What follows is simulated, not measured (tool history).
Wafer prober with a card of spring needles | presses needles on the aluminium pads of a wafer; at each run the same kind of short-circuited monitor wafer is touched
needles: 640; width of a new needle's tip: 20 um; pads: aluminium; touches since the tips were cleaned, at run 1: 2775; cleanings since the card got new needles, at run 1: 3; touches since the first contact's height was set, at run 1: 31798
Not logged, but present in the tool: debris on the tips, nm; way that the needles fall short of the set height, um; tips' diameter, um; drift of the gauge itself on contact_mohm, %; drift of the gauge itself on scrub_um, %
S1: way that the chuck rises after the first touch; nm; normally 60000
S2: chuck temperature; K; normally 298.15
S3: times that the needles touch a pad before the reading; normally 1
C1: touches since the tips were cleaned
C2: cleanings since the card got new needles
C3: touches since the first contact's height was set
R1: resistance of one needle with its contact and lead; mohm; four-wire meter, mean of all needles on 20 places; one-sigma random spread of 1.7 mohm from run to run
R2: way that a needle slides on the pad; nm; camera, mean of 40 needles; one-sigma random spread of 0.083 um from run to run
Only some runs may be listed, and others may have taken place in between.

{"run": 1, "hour": 0.0, "S1": 60000, "S2": 298.15, "S3": 1, "C1": 2775, "C2": 3, "C3": 31798, "R1": 220, "R2": 12530}
{"hour": 25.3, "done": "tips cleaned on abrasive film"}
{"run": 2, "hour": 39.6, "S1": 60000, "S2": 298.15, "S3": 1, "C1": 3519, "C2": 4, "C3": 41472, "R1": 233, "R2": 12480}
{"hour": 61.9, "done": "tips cleaned on abrasive film"}
{"run": 3, "hour": 70.7, "S1": 60000, "S2": 298.15, "S3": 1, "C1": 2151, "C2": 5, "C3": 49054, "R1": 222, "R2": 12630}
{"run": 4, "hour": 94.0, "S1": 60000, "S2": 298.15, "S3": 1, "C1": 7857, "C2": 5, "C3": 54760, "R1": 273, "R2": 12480}
{"hour": 97.7, "done": "tips cleaned on abrasive film"}
{"hour": 133.1, "done": "tips cleaned on abrasive film"}
{"run": 5, "hour": 133.1, "S1": 60000, "S2": 298.15, "S3": 1, "C1": 0, "C2": 7, "C3": 64284, "R1": 187, "R2": 12600}
{"run": 6, "hour": 151.0, "S1": 60000, "S2": 298.15, "S3": 1, "C1": 4369, "C2": 7, "C3": 68653, "R1": 252, "R2": 12520}
{"hour": 170.4, "done": "tips cleaned on abrasive film"}
{"run": 7, "hour": 180.1, "S1": 60000, "S2": 298.15, "S3": 1, "C1": 2362, "C2": 8, "C3": 75747, "R1": 224, "R2": 12580}
{"run": 8, "hour": 198.2, "S1": 60000, "S2": 298.15, "S3": 1, "C1": 6792, "C2": 8, "C3": 80177, "R1": 264, "R2": 12400}
{"hour": 206.2, "done": "tips cleaned on abrasive film"}
{"run": 9, "hour": 216.2, "S1": 60000, "S2": 298.15, "S3": 1, "C1": 2426, "C2": 9, "C3": 84547, "R1": 220, "R2": 12520}
{"hour": 242.6, "done": "tips cleaned on abrasive film"}
{"run": 10, "hour": 252.8, "S1": 64000, "S2": 309.15, "S3": 1, "C1": 2498, "C2": 10, "C3": 93484, "R1": 224, "R2": 13150}
{"hour": 279.8, "done": "tips cleaned on abrasive film"}
{"run": 11, "hour": 280.8, "S1": 64000, "S2": 309.15, "S3": 1, "C1": 254, "C2": 11, "C3": 100322, "R1": 194, "R2": 13220}
{"run": 12, "hour": 301.7, "S1": 69000, "S2": 315.15, "S3": 1, "C1": 5355, "C2": 11, "C3": 105423, "R1": 240, "R2": 14350}
{"hour": 317.3, "done": "tips cleaned on abrasive film"}
{"run": 13, "hour": 338.6, "S1": 57000, "S2": 315.15, "S3": 2, "C1": 5216, "C2": 12, "C3": 114436, "R1": 236, "R2": 11660}
{"hour": 354.3, "done": "tips cleaned on abrasive film"}
{"run": 14, "hour": 375.7, "S1": 60000, "S2": 341.15, "S3": 1, "C1": 5229, "C2": 13, "C3": 123495, "R1": 261, "R2": 12310}
{"hour": 390.9, "done": "tips cleaned on abrasive film"}
{"run": 15, "hour": 414.6, "S1": 60000, "S2": 327.15, "S3": 1, "C1": 5808, "C2": 14, "C3": 132987, "R1": 262, "R2": 12220}
{"hour": 426.9, "done": "tips cleaned on abrasive film"}
{"run": 16, "hour": 451.0, "S1": 54000, "S2": 327.15, "S3": 1, "C1": 5906, "C2": 15, "C3": 141867, "R1": 286, "R2": 10940}
{"hour": 464.3, "done": "tips cleaned on abrasive film"}
{"run": 17, "hour": 468.5, "S1": 77000, "S2": 319.15, "S3": 1, "C1": 1021, "C2": 16, "C3": 146130, "R1": 196, "R2": 15810}

What if the next run were any one of these 5? Each begins from the tool's condition after run 17:
{"hour": 501.3, "done": "tips cleaned on abrasive film"}
{"run": "A", "hour": 508.8, "S1": 61000, "S2": 298.15, "S3": 1, "C1": 1822, "C2": 17, "C3": 155958, "R1": "?", "R2": "?"}
{"hour": 501.3, "done": "tips cleaned on abrasive film"}
{"run": "B", "hour": 508.8, "S1": 77000, "S2": 386.15, "S3": 1, "C1": 1822, "C2": 17, "C3": 155958, "R1": "?", "R2": "?"}
{"hour": 501.3, "done": "tips cleaned on abrasive film"}
{"run": "C", "hour": 508.8, "S1": 60000, "S2": 298.15, "S3": 1, "C1": 1822, "C2": 17, "C3": 155958, "R1": "?", "R2": "?"}
{"hour": 501.3, "done": "tips cleaned on abrasive film"}
{"run": "D", "hour": 508.8, "S1": 54000, "S2": 319.15, "S3": 1, "C1": 1822, "C2": 17, "C3": 155958, "R1": "?", "R2": "?"}
{"hour": 501.3, "done": "tips cleaned on abrasive film"}
{"run": "E", "hour": 508.8, "S1": 78000, "S2": 305.15, "S3": 1, "C1": 1822, "C2": 17, "C3": 155958, "R1": "?", "R2": "?"}

run=A R1=216 R2=12360
run=B R1=213 R2=15850
run=C R1=218 R2=12340
run=D R1=229 R2=11010
run=E R1=196 R2=16180
Without the tool's hidden state the same runs would have given:
run=A R1=177 R2=12790
run=B R1=191 R2=16280
run=C R1=178 R2=12770
run=D R1=182 R2=11440
run=E R1=172 R2=16610

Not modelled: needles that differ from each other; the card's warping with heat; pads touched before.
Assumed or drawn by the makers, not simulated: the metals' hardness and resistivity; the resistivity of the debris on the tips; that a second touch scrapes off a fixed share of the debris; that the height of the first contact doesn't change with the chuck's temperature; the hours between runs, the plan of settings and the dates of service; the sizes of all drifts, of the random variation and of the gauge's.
